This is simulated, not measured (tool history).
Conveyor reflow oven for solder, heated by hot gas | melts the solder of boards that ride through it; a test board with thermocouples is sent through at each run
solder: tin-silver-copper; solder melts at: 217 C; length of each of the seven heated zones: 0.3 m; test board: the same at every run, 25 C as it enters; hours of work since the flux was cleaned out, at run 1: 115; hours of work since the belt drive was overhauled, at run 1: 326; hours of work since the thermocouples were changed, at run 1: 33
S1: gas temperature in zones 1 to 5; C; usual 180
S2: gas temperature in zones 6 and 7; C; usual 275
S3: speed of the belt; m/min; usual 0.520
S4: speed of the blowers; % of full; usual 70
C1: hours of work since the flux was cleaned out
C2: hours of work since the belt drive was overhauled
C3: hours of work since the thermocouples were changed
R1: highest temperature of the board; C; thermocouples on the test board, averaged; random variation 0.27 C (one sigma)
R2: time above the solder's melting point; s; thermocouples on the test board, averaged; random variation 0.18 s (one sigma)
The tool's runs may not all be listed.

run	hour	S1	S2	S3	S4	C1	C2	C3	R1	R2
1	0.0	180	275	0.520	70	115	326	33	255.8	55.4
2	9.1	180	275	0.520	70	121	333	40	256.2	55.4
3	15.4	180	275	0.520	70	126	338	45	255.8	55.5
4	22.5	180	275	0.520	70	131	343	50	255.6	55.6
5	30.4	180	286	0.520	70	137	349	56	264.8	60.4
6	43.4	180	286	0.520	70	147	359	65	264.6	60.7
# hour 48.0: belt drive overhauled, speed set with a stopwatch
7	55.1	187	272	0.547	51	152	5	71	246.2	47.7
8	63.5	187	277	0.586	51	158	11	77	246.7	43.6
9	69.8	187	277	0.586	51	163	16	82	246.8	44.1
10	77.6	175	277	0.493	51	169	22	88	251.4	52.9
11	90.5	180	275	0.520	57	178	31	97	251.5	52.2
12	103.4	180	275	0.520	57	188	41	107	251.0	52.0

5 ways to go on from here, each from the tool as it stands after run 12. What would each give?
A	114.2	165	275	0.520	54	196	49	115	?	?
B	114.2	180	275	0.520	57	196	49	115	?	?
C	114.2	189	275	0.472	70	196	49	115	?	?
D	114.2	188	283	0.461	70	196	49	115	?	?
E	114.2	180	272	0.443	70	196	49	115	?	?

run	R1	R2
A	245.9	42.9
B	251.1	52.4
C	260.3	69.0
D	268.1	73.9
E	258.5	68.8
Without the tool's hidden state the same runs would have given:
run	R1	R2
A	246.9	43.2
B	252.1	52.3
C	261.1	68.2
D	269.0	72.8
E	259.4	68.2
